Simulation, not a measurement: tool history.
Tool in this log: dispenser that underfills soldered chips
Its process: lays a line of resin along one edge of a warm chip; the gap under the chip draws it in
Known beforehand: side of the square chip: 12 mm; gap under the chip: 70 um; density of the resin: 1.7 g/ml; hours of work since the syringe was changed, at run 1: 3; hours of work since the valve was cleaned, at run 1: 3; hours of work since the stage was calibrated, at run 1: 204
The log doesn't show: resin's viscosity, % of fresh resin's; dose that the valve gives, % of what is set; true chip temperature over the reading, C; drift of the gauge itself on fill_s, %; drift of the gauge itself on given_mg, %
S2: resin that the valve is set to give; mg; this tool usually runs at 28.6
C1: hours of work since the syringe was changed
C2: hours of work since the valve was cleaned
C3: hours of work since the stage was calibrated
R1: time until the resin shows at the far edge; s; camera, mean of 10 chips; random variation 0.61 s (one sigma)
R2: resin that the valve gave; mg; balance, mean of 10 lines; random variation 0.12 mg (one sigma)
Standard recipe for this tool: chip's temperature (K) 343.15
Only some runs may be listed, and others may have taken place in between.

run 1 day=0 | chip's_temperature_(K)=343.15 S2=28.6 | C1=3 C2=3 C3=204 | R1=60.5 R2=28.64
run 2 day=0.188 | chip's_temperature_(K)=343.15 S2=28.6 | C1=6 C2=6 C3=207 | R1=68.1 R2=28.79
run 3 day=0.304 | chip's_temperature_(K)=341.15 S2=28.6 | C1=8 C2=8 C3=210 | R1=78.3 R2=28.38
-- day=0.383 new syringe of resin
run 4 day=0.492 | chip's_temperature_(K)=343.15 S2=28.6 | C1=2 C2=12 C3=213 | R1=58.9 R2=28.4
run 5 day=0.642 | chip's_temperature_(K)=343.15 S2=28.6 | C1=5 C2=15 C3=216 | R1=64.4 R2=28.33
-- day=0.896 new syringe of resin
run 6 day=0.904 | chip's_temperature_(K)=343.15 S2=33.3 | C1=0 C2=19 C3=220 | R1=54 R2=32.96
run 7 day=1.154 | chip's_temperature_(K)=343.15 S2=24.5 | C1=5 C2=24 C3=225 | R1=65.7 R2=24.32
-- day=1.408 new syringe of resin
run 8 day=1.429 | chip's_temperature_(K)=343.15 S2=28.6 | C1=0 C2=29 C3=230 | R1=56.7 R2=28.32
run 9 day=1.562 | chip's_temperature_(K)=356.15 S2=28.6 | C1=3 C2=32 C3=233 | R1=37.5 R2=28.08
run 10 day=1.821 | chip's_temperature_(K)=356.15 S2=28.6 | C1=8 C2=37 C3=238 | R1=45.5 R2=27.94
-- day=1.933 new syringe of resin
run 11 day=2.067 | chip's_temperature_(K)=343.15 S2=28.6 | C1=3 C2=41 C3=242 | R1=59.8 R2=28.05
run 12 day=2.225 | chip's_temperature_(K)=343.15 S2=28.6 | C1=6 C2=44 C3=245 | R1=66.4 R2=28.04
run 13 day=2.367 | chip's_temperature_(K)=343.15 S2=28.6 | C1=8 C2=47 C3=248 | R1=74 R2=27.95
-- day=2.462 new syringe of resin
run 14 day=2.538 | chip's_temperature_(K)=343.15 S2=28.6 | C1=1 C2=50 C3=251 | R1=59.6 R2=27.76
run 15 day=2.783 | chip's_temperature_(K)=349.15 S2=28.6 | C1=6 C2=55 C3=256 | R1=57.3 R2=27.86
-- day=2.983 new syringe of resin
run 16 day=2.983 | chip's_temperature_(K)=331.15 S2=28.6 | C1=0 C2=58 C3=259 | R1=89.9 R2=27.82
run 17 day=3.225 | chip's_temperature_(K)=331.15 S2=28.6 | C1=5 C2=63 C3=264 | R1=106.3 R2=27.57
run 18 day=3.462 | chip's_temperature_(K)=331.15 S2=28.6 | C1=9 C2=67 C3=268 | R1=124.6 R2=27.48
-- day=3.492 new syringe of resin
run 19 day=3.708 | chip's_temperature_(K)=335.15 S2=28.6 | C1=4 C2=72 C3=273 | R1=85.7 R2=27.52
run 20 day=3.888 | chip's_temperature_(K)=336.15 S2=25 | C1=8 C2=75 C3=276 | R1=95.4 R2=23.88
-- day=4.012 new syringe of resin
run 21 day=4.158 | chip's_temperature_(K)=336.15 S2=31.7 | C1=3 C2=80 C3=281 | R1=80.2 R2=30.17
run 22 day=4.338 | chip's_temperature_(K)=336.15 S2=31.7 | C1=6 C2=84 C3=285 | R1=92.3 R2=30
run 23 day=4.458 | chip's_temperature_(K)=340.15 S2=31 | C1=9 C2=86 C3=287 | R1=84.4 R2=29.34
-- day=4.525 new syringe of resin
run 24 day=4.583 | chip's_temperature_(K)=337.15 S2=27.4 | C1=1 C2=88 C3=289 | R1=75.5 R2=25.99
run 25 day=4.712 | chip's_temperature_(K)=341.15 S2=32.3 | C1=4 C2=91 C3=292 | R1=68.7 R2=30.54
run 26 day=4.929 | chip's_temperature_(K)=336.15 S2=29.5 | C1=8 C2=95 C3=296 | R1=97.4 R2=27.75
-- day=5.05 new syringe of resin
run 27 day=5.083 | chip's_temperature_(K)=340.15 S2=34.7 | C1=1 C2=97 C3=299 | R1=65.1 R2=32.85
run 28 day=5.312 | chip's_temperature_(K)=343.15 S2=33 | C1=5 C2=102 C3=303 | R1=67.3 R2=31.07
run 29 day=5.458 | chip's_temperature_(K)=345.15 S2=27.2 | C1=8 C2=105 C3=306 | R1=68.4 R2=25.54
-- day=5.571 new syringe of resin
run 30 day=5.608 | chip's_temperature_(K)=345.15 S2=32.6 | C1=1 C2=107 C3=308 | R1=53.1 R2=30.37
run 31 day=5.825 | chip's_temperature_(K)=346.15 S2=35.5 | C1=5 C2=111 C3=312 | R1=59.7 R2=33.26
run 32 day=6.017 | chip's_temperature_(K)=346.15 S2=35.5 | C1=9 C2=115 C3=316 | R1=66.7 R2=32.76
-- day=6.079 new syringe of resin
run 33 day=6.204 | chip's_temperature_(K)=333.15 S2=27.1 | C1=2 C2=118 C3=320 | R1=89.9 R2=25.18
run 34 day=6.412 | chip's_temperature_(K)=333.15 S2=27.1 | C1=6 C2=122 C3=323 | R1=103.1 R2=25.17
-- day=6.6 new syringe of resin
-- day=6.658 dispensing valve cleaned and set on the balance
run 35 day=6.671 | chip's_temperature_(K)=333.15 S2=27.1 | C1=1 C2=0 C3=327 | R1=86.7 R2=27.13
run 36 day=6.854 | chip's_temperature_(K)=334.15 S2=27.6 | C1=4 C2=4 C3=331 | R1=91.2 R2=27.8
run 37 day=6.988 | chip's_temperature_(K)=334.15 S2=27.6 | C1=7 C2=6 C3=333 | R1=99.6 R2=27.44

Below, each run's measurement less what the same run would have read without the hidden state. Both values contain the same run-to-run variation, but the gauge's scatter may not be the same in both:
run=1 R1=+6.8 R2=+0.04
run=2 R1=+14.4 R2=-0.03
run=3 R1=+21.3 R2=-0.06
run=4 R1=+5.9 R2=-0.13
run=5 R1=+11.8 R2=-0.18
run=6 R1=+1.6 R2=-0.31
run=7 R1=+11.7 R2=-0.3
run=8 R1=+2.4 R2=-0.44
run=9 R1=+4.4 R2=-0.48
run=10 R1=+11.4 R2=-0.58
run=11 R1=+7 R2=-0.66
run=12 R1=+13.5 R2=-0.71
run=13 R1=+20 R2=-0.75
run=14 R1=+6 R2=-0.79
run=15 R1=+13.2 R2=-0.89
run=16 R1=+6.5 R2=-0.95
run=17 R1=+21.7 R2=-1.02
run=18 R1=+39.5 R2=-1.11
run=19 R1=+15 R2=-1.19
run=20 R1=+25.7 R2=-1.09
run=21 R1=+11.9 R2=-1.47
run=22 R1=+22.1 R2=-1.53
run=23 R1=+24.8 R2=-1.55
run=24 R1=+8.2 R2=-1.4
run=25 R1=+12.1 R2=-1.69
run=26 R1=+27.8 R2=-1.64
run=27 R1=+5.3 R2=-2
run=28 R1=+13.6 R2=-1.98
run=29 R1=+19.3 R2=-1.68
run=30 R1=+4.4 R2=-2.05
run=31 R1=+11.9 R2=-2.33
run=32 R1=+19.5 R2=-2.39
run=33 R1=+12.3 R2=-1.89
run=34 R1=+24.9 R2=-1.95
run=35 R1=+7.4 R2=+0.03
run=36 R1=+16.9 R2=-0.03
run=37 R1=+25.2 R2=-0.07

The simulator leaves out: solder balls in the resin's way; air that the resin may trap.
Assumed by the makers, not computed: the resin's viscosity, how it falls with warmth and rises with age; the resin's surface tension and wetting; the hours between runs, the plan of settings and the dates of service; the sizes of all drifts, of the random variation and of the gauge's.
